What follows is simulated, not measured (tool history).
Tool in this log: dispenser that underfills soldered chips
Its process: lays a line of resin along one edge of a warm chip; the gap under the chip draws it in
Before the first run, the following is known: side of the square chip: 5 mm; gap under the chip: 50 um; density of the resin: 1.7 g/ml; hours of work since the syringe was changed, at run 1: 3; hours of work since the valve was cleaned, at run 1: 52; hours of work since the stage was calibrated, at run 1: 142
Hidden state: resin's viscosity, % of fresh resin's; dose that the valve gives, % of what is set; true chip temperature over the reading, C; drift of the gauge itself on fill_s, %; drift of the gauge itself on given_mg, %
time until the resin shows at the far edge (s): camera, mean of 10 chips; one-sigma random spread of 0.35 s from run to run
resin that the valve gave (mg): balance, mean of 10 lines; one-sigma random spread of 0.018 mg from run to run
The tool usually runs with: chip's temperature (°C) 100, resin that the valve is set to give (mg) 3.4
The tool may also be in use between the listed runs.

run   hour  chip's temperature (°C)  resin that the valve is set to give (mg)  hours of work since the syringe was changed  hours of work since the valve was cleaned  hours of work since the stage was calibrated  time until the resin shows at the far edge (s)  resin that the valve gave (mg)
  1      0                      100                                       3.4                                            3                                         52                                           142                                            22.8                            3.33
  2    4.3                      100                                       3.4                                            6                                         55                                           145                                            29.4                            3.31
       7.1  -- dispensing valve cleaned and set on the balance
  3    8.4                      100                                       3.4                                            8                                          1                                           148                                            34.8                             3.4
      12.3  -- new syringe of resin
  4   14.9                      100                                      3.34                                            2                                          5                                           152                                            21.1                            3.33
  5   18.3                      100                                      3.86                                            4                                          8                                           154                                            24.1                            3.82
  6   23.1                      100                                      3.86                                            8                                         11                                           158                                            31.7                            3.84
      28.4  -- new syringe of resin
  7   28.4                      100                                      3.86                                            0                                         15                                           161                                              18                            3.81
  8   34.3                       91                                       3.4                                            4                                         19                                           165                                            36.3                            3.37
  9   40.4                       91                                      4.23                                            8                                         23                                           170                                            51.9                            4.13
      44.4  -- new syringe of resin
 10   44.6                       91                                      4.23                                            0                                         26                                           173                                            27.2                            4.16
 11   50.7                       91                                      3.58                                            5                                         30                                           177                                            38.6                            3.53
 12   57.4                      100                                      4.34                                            9                                         35                                           182                                            36.3                            4.27
      60.2  -- new syringe of resin
 13   61.7                      100                                      4.34                                            1                                         38                                           184                                            19.5                            4.26
 14   68.2                      100                                       3.4                                            6                                         42                                           189                                            27.5                            3.31
 15   74.1                      100                                       3.4                                           10                                         47                                           193                                            39.1                            3.32
        76  -- new syringe of resin
 16   80.7                      100                                       3.4                                            3                                         51                                           198                                            23.5                            3.29
 17   86.3                      100                                       3.4                                            7                                         55                                           202                                            31.9                            3.29
        89  -- dispensing valve cleaned and set on the balance
      92.9  -- new syringe of resin
 18   93.3                      100                                       3.4                                            0                                          3                                           206                                            18.7                            3.38
 19   99.7                      100                                      4.16                                            5                                          7                                           210                                            26.3                            4.13
 20  105.8                       86                                      3.34                                            9                                         12                                           214                                            68.4                             3.3
     108.6  -- new syringe of resin
 21  110.2                       86                                      3.34                                            1                                         15                                           217                                            36.8                            3.27
 22  114.5                       86                                      3.34                                            4                                         18                                           220                                            46.6                             3.3
 23  118.6                       97                                      4.33                                            7                                         21                                           223                                            35.8                            4.26
 24  122.5                       97                                      4.33                                           10                                         23                                           226                                            44.5                            4.28
     124.4  -- new syringe of resin
 25  126.8                       90                                      3.12                                            2                                         26                                           229                                            32.4                            3.08
 26  132.5                       90                                      3.12                                            6                                         30                                           233                                              43                            3.06

What does the tool deliver on the next run?
 27  138.1                       90                                      3.12                                           10                                         34                                           237                                               ?                               ?

Run 27 produced time until the resin shows at the far edge (s) 59.6, resin that the valve gave (mg) 3.07.
Without the tool's hidden state the same run would have given time until the resin shows at the far edge (s) 26.8, resin that the valve gave (mg) 3.12.
